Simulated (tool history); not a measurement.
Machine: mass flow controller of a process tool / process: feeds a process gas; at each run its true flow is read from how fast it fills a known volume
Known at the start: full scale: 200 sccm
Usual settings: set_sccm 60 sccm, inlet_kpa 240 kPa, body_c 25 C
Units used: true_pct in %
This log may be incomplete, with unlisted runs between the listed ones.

{"run": 1, "hour": 0.0, "set_sccm": 60, "inlet_kpa": 240, "body_c": 25, "true_pct": 99.5}
{"run": 2, "hour": 129.7, "set_sccm": 60, "inlet_kpa": 240, "body_c": 25, "true_pct": 99.25}
{"run": 3, "hour": 258.0, "set_sccm": 48, "inlet_kpa": 240, "body_c": 25, "true_pct": 99.23}
{"run": 4, "hour": 364.5, "set_sccm": 48, "inlet_kpa": 240, "body_c": 25, "true_pct": 99.36}
{"run": 5, "hour": 501.9, "set_sccm": 48, "inlet_kpa": 240, "body_c": 25, "true_pct": 99.2}
{"run": 6, "hour": 601.6, "set_sccm": 60, "inlet_kpa": 240, "body_c": 25, "true_pct": 99.49}
{"run": 7, "hour": 691.1, "set_sccm": 60, "inlet_kpa": 240, "body_c": 25, "true_pct": 99.4}
{"run": 8, "hour": 852.8, "set_sccm": 60, "inlet_kpa": 240, "body_c": 25, "true_pct": 99.22}
{"run": 9, "hour": 940.9, "set_sccm": 60, "inlet_kpa": 240, "body_c": 25, "true_pct": 99.4}
{"run": 10, "hour": 1064.2, "set_sccm": 60, "inlet_kpa": 240, "body_c": 25, "true_pct": 99.5}
{"run": 11, "hour": 1153.8, "set_sccm": 60, "inlet_kpa": 240, "body_c": 20, "true_pct": 99.59}
{"run": 12, "hour": 1248.8, "set_sccm": 60, "inlet_kpa": 240, "body_c": 20, "true_pct": 99.42}
{"run": 13, "hour": 1332.4, "set_sccm": 60, "inlet_kpa": 160, "body_c": 20, "true_pct": 98.78}
{"run": 14, "hour": 1461.5, "set_sccm": 60, "inlet_kpa": 240, "body_c": 25, "true_pct": 99.24}
{"run": 15, "hour": 1625.9, "set_sccm": 60, "inlet_kpa": 240, "body_c": 25, "true_pct": 99.32}
{"run": 16, "hour": 1778.5, "set_sccm": 60, "inlet_kpa": 240, "body_c": 25, "true_pct": 99.39}
{"run": 17, "hour": 1892.3, "set_sccm": 60, "inlet_kpa": 240, "body_c": 25, "true_pct": 99.32}
{"hour": 1909.4, "done": "controller's zero set anew"}
{"run": 18, "hour": 2011.7, "set_sccm": 60, "inlet_kpa": 240, "body_c": 25, "true_pct": 99.26}
{"run": 19, "hour": 2147.2, "set_sccm": 60, "inlet_kpa": 240, "body_c": 33, "true_pct": 99.19}
{"run": 20, "hour": 2241.0, "set_sccm": 60, "inlet_kpa": 240, "body_c": 33, "true_pct": 99.21}
{"run": 21, "hour": 2396.4, "set_sccm": 60, "inlet_kpa": 240, "body_c": 33, "true_pct": 99.1}
{"run": 22, "hour": 2552.2, "set_sccm": 60, "inlet_kpa": 240, "body_c": 25, "true_pct": 99.46}
{"run": 23, "hour": 2691.6, "set_sccm": 60, "inlet_kpa": 230, "body_c": 25, "true_pct": 99.24}
{"run": 24, "hour": 2845.6, "set_sccm": 60, "inlet_kpa": 230, "body_c": 25, "true_pct": 99.33}
{"run": 25, "hour": 2999.8, "set_sccm": 21, "inlet_kpa": 178, "body_c": 23, "true_pct": 98.51}
{"run": 26, "hour": 3190.4, "set_sccm": 21, "inlet_kpa": 178, "body_c": 23, "true_pct": 98.66}
{"run": 27, "hour": 3336.2, "set_sccm": 21, "inlet_kpa": 178, "body_c": 23, "true_pct": 98.61}
{"run": 28, "hour": 3519.4, "set_sccm": 21, "inlet_kpa": 178, "body_c": 23, "true_pct": 98.71}
{"run": 29, "hour": 3610.4, "set_sccm": 21, "inlet_kpa": 228, "body_c": 38, "true_pct": 98.61}
{"run": 30, "hour": 3800.0, "set_sccm": 21, "inlet_kpa": 241, "body_c": 38, "true_pct": 98.77}
{"run": 31, "hour": 3935.5, "set_sccm": 145, "inlet_kpa": 167, "body_c": 25, "true_pct": 99.38}
{"run": 32, "hour": 4115.3, "set_sccm": 60, "inlet_kpa": 150, "body_c": 21, "true_pct": 98.83}
{"run": 33, "hour": 4199.5, "set_sccm": 78, "inlet_kpa": 234, "body_c": 34, "true_pct": 99.17}
{"run": 34, "hour": 4361.7, "set_sccm": 60, "inlet_kpa": 240, "body_c": 25, "true_pct": 99.3}
{"run": 35, "hour": 4472.4, "set_sccm": 60, "inlet_kpa": 240, "body_c": 25, "true_pct": 99.39}
{"run": 36, "hour": 4642.6, "set_sccm": 32, "inlet_kpa": 193, "body_c": 25, "true_pct": 98.74}
{"run": 37, "hour": 4817.3, "set_sccm": 32, "inlet_kpa": 193, "body_c": 25, "true_pct": 98.79}
{"run": 38, "hour": 4974.1, "set_sccm": 32, "inlet_kpa": 193, "body_c": 25, "true_pct": 98.91}
{"run": 39, "hour": 5077.3, "set_sccm": 120, "inlet_kpa": 222, "body_c": 25, "true_pct": 99.53}
{"run": 40, "hour": 5210.2, "set_sccm": 22, "inlet_kpa": 183, "body_c": 39, "true_pct": 98.25}
{"hour": 5265.0, "done": "controller exchanged for a calibrated one"}
{"run": 41, "hour": 5351.5, "set_sccm": 22, "inlet_kpa": 175, "body_c": 39, "true_pct": 98.09}
{"run": 42, "hour": 5501.6, "set_sccm": 22, "inlet_kpa": 175, "body_c": 39, "true_pct": 98.25}
{"run": 43, "hour": 5696.1, "set_sccm": 22, "inlet_kpa": 175, "body_c": 39, "true_pct": 98.12}
{"run": 44, "hour": 5781.6, "set_sccm": 22, "inlet_kpa": 175, "body_c": 39, "true_pct": 98.11}
{"run": 45, "hour": 5929.3, "set_sccm": 22, "inlet_kpa": 175, "body_c": 39, "true_pct": 98.21}
{"run": 46, "hour": 6095.1, "set_sccm": 60, "inlet_kpa": 158, "body_c": 39, "true_pct": 98.37}
{"run": 47, "hour": 6203.7, "set_sccm": 60, "inlet_kpa": 145, "body_c": 39, "true_pct": 98.12}
{"run": 48, "hour": 6372.6, "set_sccm": 60, "inlet_kpa": 240, "body_c": 36, "true_pct": 98.89}

Branching from run 48: 3 alternative next runs. What would each branch give?
{"run": "A", "hour": 6503.1, "set_sccm": 32, "inlet_kpa": 144, "body_c": 35, "true_pct": "?"}
{"run": "B", "hour": 6503.1, "set_sccm": 35, "inlet_kpa": 150, "body_c": 20, "true_pct": "?"}
{"run": "C", "hour": 6503.1, "set_sccm": 39, "inlet_kpa": 169, "body_c": 36, "true_pct": "?"}

run=A true_pct=98.17
run=B true_pct=98.61
run=C true_pct=98.32
Stripped of hidden state, with their random variation kept, the same runs would have yielded:
run=A true_pct=98.16
run=B true_pct=98.6
run=C true_pct=98.31

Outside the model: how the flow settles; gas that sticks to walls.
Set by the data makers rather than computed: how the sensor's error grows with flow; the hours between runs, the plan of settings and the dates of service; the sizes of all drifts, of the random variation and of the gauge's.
